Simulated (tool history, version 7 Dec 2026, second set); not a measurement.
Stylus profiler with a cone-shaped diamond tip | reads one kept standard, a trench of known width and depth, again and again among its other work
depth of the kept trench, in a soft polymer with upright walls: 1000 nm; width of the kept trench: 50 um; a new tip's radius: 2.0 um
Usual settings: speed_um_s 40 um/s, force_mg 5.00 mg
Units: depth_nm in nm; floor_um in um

run	day	speed_um_s	force_mg	depth_nm	floor_um
1	0.000	40	5.00	1011.54	46.30
2	0.729	40	5.00	1011.68	46.33
3	1.821	47	5.00	1011.83	46.36
4	2.825	40	5.00	1011.63	46.38
5	3.288	40	5.00	1011.49	46.39
6	4.317	40	5.00	1012.12	46.33
7	4.842	40	2.45	1007.83	46.28
8	5.671	40	5.00	1011.64	46.34
9	6.121	31	5.00	1012.02	46.38
10	6.996	40	5.00	1011.61	46.33
11	7.746	40	5.95	1013.33	46.34
12	8.529	40	3.35	1009.44	46.36
13	9.308	28	11.61	1020.41	46.48
14	10.042	89	3.26	1009.22	46.05

The next listed run, before its measurement:
15	10.742	89	3.26	?	?

Run 15 gave depth_nm 1009.13 nm, floor_um 46.06 um.
Without the tool's hidden state the same run would have given depth_nm 1009.16 nm, floor_um 46.07 um.
